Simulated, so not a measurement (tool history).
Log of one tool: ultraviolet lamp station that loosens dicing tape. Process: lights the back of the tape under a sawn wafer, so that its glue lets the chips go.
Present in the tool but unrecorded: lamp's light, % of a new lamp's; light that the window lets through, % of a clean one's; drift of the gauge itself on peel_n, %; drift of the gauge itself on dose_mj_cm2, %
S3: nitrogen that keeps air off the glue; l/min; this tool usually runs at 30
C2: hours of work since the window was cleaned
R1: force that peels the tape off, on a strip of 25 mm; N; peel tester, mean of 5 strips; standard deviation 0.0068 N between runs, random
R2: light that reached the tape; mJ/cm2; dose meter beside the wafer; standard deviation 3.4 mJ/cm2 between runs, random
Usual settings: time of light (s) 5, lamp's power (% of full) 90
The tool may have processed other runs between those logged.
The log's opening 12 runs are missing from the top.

Run 13, hour 204.5: usual settings but S3 27 l/min; hours of work of the lamp 559; C2 127. Result: R1 0.239 N, R2 552 mJ/cm2.
Run 14, hour 224.5: usual settings but S3 27 l/min; hours of work of the lamp 571; C2 140. Result: R1 0.222 N, R2 545 mJ/cm2.
Run 15, hour 242.5: usual settings; hours of work of the lamp 583; C2 151. Result: R1 0.226 N, R2 545 mJ/cm2.
Run 16, hour 253.5: usual settings; hours of work of the lamp 589; C2 158. Result: R1 0.228 N, R2 543 mJ/cm2.
Run 17, hour 267.6: usual settings; hours of work of the lamp 598; C2 167. Result: R1 0.241 N, R2 544 mJ/cm2.
Run 18, hour 286.0: usual settings but S3 9 l/min; hours of work of the lamp 610; C2 178. Result: R1 0.363 N, R2 544 mJ/cm2.
Run 19, hour 305.2: usual settings but S3 9 l/min; hours of work of the lamp 622; C2 190. Result: R1 0.371 N, R2 547 mJ/cm2.
Run 20, hour 314.5: usual settings but S3 9 l/min; hours of work of the lamp 627; C2 196. Result: R1 0.365 N, R2 542 mJ/cm2.
Run 21, hour 324.6: usual settings but lamp's power (% of full) 61, S3 9 l/min; hours of work of the lamp 634; C2 202. Result: R1 0.633 N, R2 368 mJ/cm2.
Run 22, hour 346.0: usual settings but S3 34 l/min; hours of work of the lamp 647; C2 216. Result: R1 0.232 N, R2 551 mJ/cm2.
At hour 353.7: window cleaned of glue's vapour.
Run 23, hour 361.3: usual settings but time of light (s) 7, lamp's power (% of full) 87, S3 56 l/min; hours of work of the lamp 656; C2 5. Result: R1 0.193 N, R2 739 mJ/cm2.
Run 24, hour 380.6: usual settings but time of light (s) 6, S3 56 l/min; hours of work of the lamp 668; C2 17. Result: R1 0.204 N, R2 654 mJ/cm2.
Run 25, hour 391.6: usual settings but time of light (s) 6, S3 56 l/min; hours of work of the lamp 675; C2 24. Result: R1 0.204 N, R2 653 mJ/cm2.

Expected results for the next run?
Run 26, hour 402.6: usual settings but time of light (s) 4, lamp's power (% of full) 75, S3 41 l/min; hours of work of the lamp 682; C2 30. Result: R1 ?, R2 ?.

R1: 0.297 N
R2: 363 mJ/cm2
The same run, on a tool lacking any hidden state, would have yielded R1 0.297 N, R2 363 mJ/cm2.
